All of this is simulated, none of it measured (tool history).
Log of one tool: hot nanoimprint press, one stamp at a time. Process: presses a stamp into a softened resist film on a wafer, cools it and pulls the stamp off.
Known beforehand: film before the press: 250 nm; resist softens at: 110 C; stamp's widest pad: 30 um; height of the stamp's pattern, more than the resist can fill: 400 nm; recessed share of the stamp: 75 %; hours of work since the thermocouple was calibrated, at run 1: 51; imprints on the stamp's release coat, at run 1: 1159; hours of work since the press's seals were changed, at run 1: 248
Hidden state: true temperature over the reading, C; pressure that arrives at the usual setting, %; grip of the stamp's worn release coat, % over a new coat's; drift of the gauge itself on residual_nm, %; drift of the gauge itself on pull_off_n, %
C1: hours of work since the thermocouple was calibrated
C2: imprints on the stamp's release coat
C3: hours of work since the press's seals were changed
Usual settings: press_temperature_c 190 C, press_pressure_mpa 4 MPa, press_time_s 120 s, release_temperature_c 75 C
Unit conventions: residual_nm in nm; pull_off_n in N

run 1 hour=0 | press_temperature_c=190 press_pressure_mpa=4 press_time_s=120 release_temperature_c=75 | C1=51 C2=1159 C3=248 | residual_nm=142.1 pull_off_n=205
run 2 hour=23.9 | press_temperature_c=190 press_pressure_mpa=4 press_time_s=120 release_temperature_c=75 | C1=62 C2=1218 C3=259 | residual_nm=141.5 pull_off_n=204
run 3 hour=36.6 | press_temperature_c=190 press_pressure_mpa=4 press_time_s=120 release_temperature_c=75 | C1=67 C2=1249 C3=265 | residual_nm=142 pull_off_n=206
run 4 hour=57.1 | press_temperature_c=190 press_pressure_mpa=4 press_time_s=120 release_temperature_c=75 | C1=77 C2=1299 C3=274 | residual_nm=141.3 pull_off_n=205
run 5 hour=75.6 | press_temperature_c=190 press_pressure_mpa=4 press_time_s=120 release_temperature_c=75 | C1=86 C2=1344 C3=283 | residual_nm=141.7 pull_off_n=212
run 6 hour=98.7 | press_temperature_c=190 press_pressure_mpa=4 press_time_s=120 release_temperature_c=75 | C1=96 C2=1401 C3=293 | residual_nm=141.4 pull_off_n=218
run 7 hour=117.1 | press_temperature_c=190 press_pressure_mpa=4 press_time_s=120 release_temperature_c=75 | C1=105 C2=1446 C3=302 | residual_nm=141.4 pull_off_n=220
run 8 hour=130.9 | press_temperature_c=190 press_pressure_mpa=4 press_time_s=120 release_temperature_c=75 | C1=111 C2=1480 C3=308 | residual_nm=142.4 pull_off_n=217
run 9 hour=147.3 | press_temperature_c=190 press_pressure_mpa=5.08 press_time_s=120 release_temperature_c=75 | C1=119 C2=1520 C3=316 | residual_nm=131.4 pull_off_n=216
run 10 hour=158.8 | press_temperature_c=188 press_pressure_mpa=4 press_time_s=120 release_temperature_c=75 | C1=124 C2=1548 C3=321 | residual_nm=149.5 pull_off_n=220
run 11 hour=175.8 | press_temperature_c=188 press_pressure_mpa=4 press_time_s=120 release_temperature_c=75 | C1=132 C2=1590 C3=329 | residual_nm=150.6 pull_off_n=219
run 12 hour=198.2 | press_temperature_c=190 press_pressure_mpa=4 press_time_s=120 release_temperature_c=65 | C1=142 C2=1645 C3=340 | residual_nm=142.9 pull_off_n=258
run 13 hour=212.1 | press_temperature_c=190 press_pressure_mpa=4 press_time_s=120 release_temperature_c=65 | C1=149 C2=1679 C3=346 | residual_nm=143.3 pull_off_n=256
run 14 hour=235.2 | press_temperature_c=190 press_pressure_mpa=4 press_time_s=120 release_temperature_c=65 | C1=159 C2=1736 C3=357 | residual_nm=142.6 pull_off_n=268
run 15 hour=256.6 | press_temperature_c=190 press_pressure_mpa=4 press_time_s=120 release_temperature_c=65 | C1=169 C2=1788 C3=367 | residual_nm=144.1 pull_off_n=255
-- hour=264.9 stamp cleaned and given a new release coat
run 16 hour=280.4 | press_temperature_c=189 press_pressure_mpa=6.36 press_time_s=101 release_temperature_c=75 | C1=178 C2=38 C3=375 | residual_nm=133.9 pull_off_n=156
run 17 hour=290.4 | press_temperature_c=190 press_pressure_mpa=4 press_time_s=84 release_temperature_c=75 | C1=182 C2=62 C3=379 | residual_nm=160.5 pull_off_n=157
run 18 hour=307.6 | press_temperature_c=190 press_pressure_mpa=3.52 press_time_s=120 release_temperature_c=75 | C1=190 C2=104 C3=387 | residual_nm=149.5 pull_off_n=160
run 19 hour=322 | press_temperature_c=190 press_pressure_mpa=3.52 press_time_s=120 release_temperature_c=75 | C1=197 C2=140 C3=394 | residual_nm=149 pull_off_n=166
run 20 hour=332.1 | press_temperature_c=190 press_pressure_mpa=3.7 press_time_s=120 release_temperature_c=61 | C1=201 C2=164 C3=399 | residual_nm=148.5 pull_off_n=197
-- hour=336.2 plate thermocouple calibrated
run 21 hour=359.1 | press_temperature_c=180 press_pressure_mpa=3.54 press_time_s=61 release_temperature_c=64 | C1=11 C2=223 C3=410 | residual_nm=215 pull_off_n=191
run 22 hour=374.6 | press_temperature_c=180 press_pressure_mpa=5.56 press_time_s=61 release_temperature_c=64 | C1=18 C2=261 C3=417 | residual_nm=198.2 pull_off_n=187
run 23 hour=391.1 | press_temperature_c=183 press_pressure_mpa=3.55 press_time_s=83 release_temperature_c=80 | C1=25 C2=302 C3=425 | residual_nm=191.7 pull_off_n=153
run 24 hour=414.6 | press_temperature_c=190 press_pressure_mpa=4.17 press_time_s=89 release_temperature_c=75 | C1=36 C2=359 C3=436 | residual_nm=158.8 pull_off_n=169
run 25 hour=434.7 | press_temperature_c=200 press_pressure_mpa=3.91 press_time_s=226 release_temperature_c=60 | C1=46 C2=409 C3=445 | residual_nm=87.1 pull_off_n=210
run 26 hour=446.1 | press_temperature_c=190 press_pressure_mpa=3.56 press_time_s=120 release_temperature_c=75 | C1=51 C2=436 C3=450 | residual_nm=151.8 pull_off_n=177
run 27 hour=467.4 | press_temperature_c=182 press_pressure_mpa=3.76 press_time_s=130 release_temperature_c=80 | C1=61 C2=489 C3=460 | residual_nm=175 pull_off_n=161
-- hour=488.2 plate thermocouple calibrated, once more
run 28 hour=493.3 | press_temperature_c=182 press_pressure_mpa=3.76 press_time_s=130 release_temperature_c=80 | C1=2 C2=545 C3=471 | residual_nm=172.9 pull_off_n=169
run 29 hour=511.7 | press_temperature_c=190 press_pressure_mpa=3.32 press_time_s=120 release_temperature_c=79 | C1=11 C2=590 C3=479 | residual_nm=151.5 pull_off_n=175

How the hidden state differs across the entries between the runs, from the last listed run before each to the first after it:
After run 15, before run 16: stamp cleaned and given a new release coat (hour 264.9)
  true temperature over the reading, C: -0.53 -> -0.56; pressure that arrives at the usual setting, %: 97.79 -> 97.73; grip of the stamp's worn release coat, % over a new coat's: 51.1 -> 1
  measured value less the no-hidden-state value, residual_nm: +3.1 -> +3.9 nm; pull_off_n: +87 -> +3 N
After run 20, before run 21: plate thermocouple calibrated (hour 336.2)
  true temperature over the reading, C: -0.63 -> -1.09; pressure that arrives at the usual setting, %: 97.56 -> 97.47; grip of the stamp's worn release coat, % over a new coat's: 4.5 -> 6.1
  measured value less the no-hidden-state value, residual_nm: +3.4 -> +3.7 nm; pull_off_n: +10 -> +13 N
After run 27, before run 28: plate thermocouple calibrated, once more (hour 488.2)
  true temperature over the reading, C: -1.24 -> -0.3; pressure that arrives at the usual setting, %: 97.13 -> 97.07; grip of the stamp's worn release coat, % over a new coat's: 13.6 -> 15.1
  measured value less the no-hidden-state value, residual_nm: +6.1 -> +2.5 nm; pull_off_n: +22 -> +23 N
